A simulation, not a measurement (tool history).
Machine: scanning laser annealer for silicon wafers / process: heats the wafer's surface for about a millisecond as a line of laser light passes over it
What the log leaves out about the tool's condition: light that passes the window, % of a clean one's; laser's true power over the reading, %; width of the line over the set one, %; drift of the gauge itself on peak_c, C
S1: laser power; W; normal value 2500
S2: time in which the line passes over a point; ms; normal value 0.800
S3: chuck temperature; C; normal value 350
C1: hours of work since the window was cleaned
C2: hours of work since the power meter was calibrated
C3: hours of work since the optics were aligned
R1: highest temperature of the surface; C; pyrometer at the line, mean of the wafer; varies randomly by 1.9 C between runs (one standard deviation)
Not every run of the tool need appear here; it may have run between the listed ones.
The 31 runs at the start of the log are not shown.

run     day    S1     S2   S3   C1   C2   C3    R1
 32  42.204  2244  0.757  385  352  674  399  1083
 33  43.279  2244  0.757  385  364  685  411  1080
 34  44.567  2500  0.648  350  378  699  425  1083
 35  45.954  2500  0.993  379  393  714  440  1272
 36  46.862  2742  0.588  382  402  724  450  1149
 37  47.762  2536  0.763  384  412  734  459  1180
 38  48.558  2430  0.596  361  421  743  468  1038
 39  49.383  2673  0.800  353  430  752  477  1217
 40  50.212  2721  0.983  365  439  761  486  1342

Here are 3 independent what-if runs from the current tool condition. What would each one return?
  A  51.704  2440  0.800  347  455  777  502   ?
  B  51.704  2721  0.983  315  455  777  502   ?
  C  51.704  2386  0.983  321  455  777  502   ?

run    R1
  A  1127
  B  1292
  C  1161
Stripped of hidden state, with their random variation kept, the same runs would have yielded:
run    R1
  A  1158
  B  1330
  C  1194
